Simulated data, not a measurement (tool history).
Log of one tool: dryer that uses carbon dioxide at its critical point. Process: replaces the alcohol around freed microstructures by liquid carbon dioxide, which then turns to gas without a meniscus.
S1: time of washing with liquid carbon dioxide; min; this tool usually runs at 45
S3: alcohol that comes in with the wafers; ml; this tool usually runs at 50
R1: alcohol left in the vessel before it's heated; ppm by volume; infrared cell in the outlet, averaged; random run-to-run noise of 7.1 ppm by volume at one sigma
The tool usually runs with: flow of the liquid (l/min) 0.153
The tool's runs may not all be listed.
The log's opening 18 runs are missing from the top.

Run 19, day 14.133: usual settings but S3 109 ml. Result: R1 1539 ppm by volume.
Run 20, day 14.592: usual settings but S3 41 ml. Result: R1 642 ppm by volume.
Run 21, day 15.654: usual settings but flow of the liquid (l/min) 0.095, S3 41 ml. Result: R1 2846 ppm by volume.
Run 22, day 16.646: usual settings but flow of the liquid (l/min) 0.201. Result: R1 309 ppm by volume.
At day 16.767: inlet filter changed.
Run 23, day 17.217: usual settings but flow of the liquid (l/min) 0.201. Result: R1 188 ppm by volume.
Run 24, day 17.783: usual settings but flow of the liquid (l/min) 0.201. Result: R1 191 ppm by volume.
Run 25, day 18.338: usual settings but S1 54 min, flow of the liquid (l/min) 0.098, S3 60 ml. Result: R1 1347 ppm by volume.
Run 26, day 18.800: usual settings but S1 34 min, flow of the liquid (l/min) 0.129, S3 36 ml. Result: R1 1693 ppm by volume.
Run 27, day 19.517: usual settings but S1 34 min, flow of the liquid (l/min) 0.129, S3 36 ml. Result: R1 1715 ppm by volume.
Run 28, day 20.412: usual settings but S1 65 min, flow of the liquid (l/min) 0.129, S3 36 ml. Result: R1 221 ppm by volume.
Run 29, day 21.312: usual settings but S1 39 min, flow of the liquid (l/min) 0.176, S3 43 ml. Result: R1 494 ppm by volume.
Run 30, day 22.233: usual settings but S1 43 min, flow of the liquid (l/min) 0.156, S3 102 ml. Result: R1 1119 ppm by volume.
Run 31, day 23.162: usual settings but S1 38 min, flow of the liquid (l/min) 0.156, S3 24 ml. Result: R1 536 ppm by volume.
Run 32, day 23.858: usual settings but S1 38 min, flow of the liquid (l/min) 0.156, S3 37 ml. Result: R1 794 ppm by volume.
Run 33, day 24.938: usual settings but S1 64 min, flow of the liquid (l/min) 0.222. Result: R1 130 ppm by volume.
Run 34, day 25.825: usual settings but S1 64 min, flow of the liquid (l/min) 0.222. Result: R1 129 ppm by volume.
Run 35, day 26.588: usual settings but S1 29 min, S3 68 ml. Result: R1 3803 ppm by volume.
Run 36, day 27.650: usual settings but flow of the liquid (l/min) 0.234, S3 58 ml. Result: R1 211 ppm by volume.
Run 37, day 28.504: usual settings but flow of the liquid (l/min) 0.236, S3 94 ml. Result: R1 251 ppm by volume.
Run 38, day 29.125: usual settings but flow of the liquid (l/min) 0.236, S3 94 ml. Result: R1 275 ppm by volume.
Run 39, day 29.892: usual settings but S1 47 min, flow of the liquid (l/min) 0.092, S3 51 ml. Result: R1 3285 ppm by volume.
Run 40, day 30.800: usual settings but S1 47 min, flow of the liquid (l/min) 0.092, S3 51 ml. Result: R1 3433 ppm by volume.
Run 41, day 31.304: usual settings but S1 48 min, flow of the liquid (l/min) 0.231, S3 71 ml. Result: R1 230 ppm by volume.
At day 31.633: inlet filter changed.
Run 42, day 31.917: usual settings but S1 40 min, S3 22 ml. Result: R1 400 ppm by volume.
Run 43, day 32.454: usual settings but flow of the liquid (l/min) 0.231, S3 102 ml. Result: R1 217 ppm by volume.

Predict the results of run 44:
Run 44, day 33.171: usual settings but flow of the liquid (l/min) 0.231, S3 102 ml. Result: R1 ?.

Run 44 yielded R1 216 ppm by volume.
With the hidden condition absent and the run-to-run variation left alone, this run would have shown R1 64 ppm by volume.
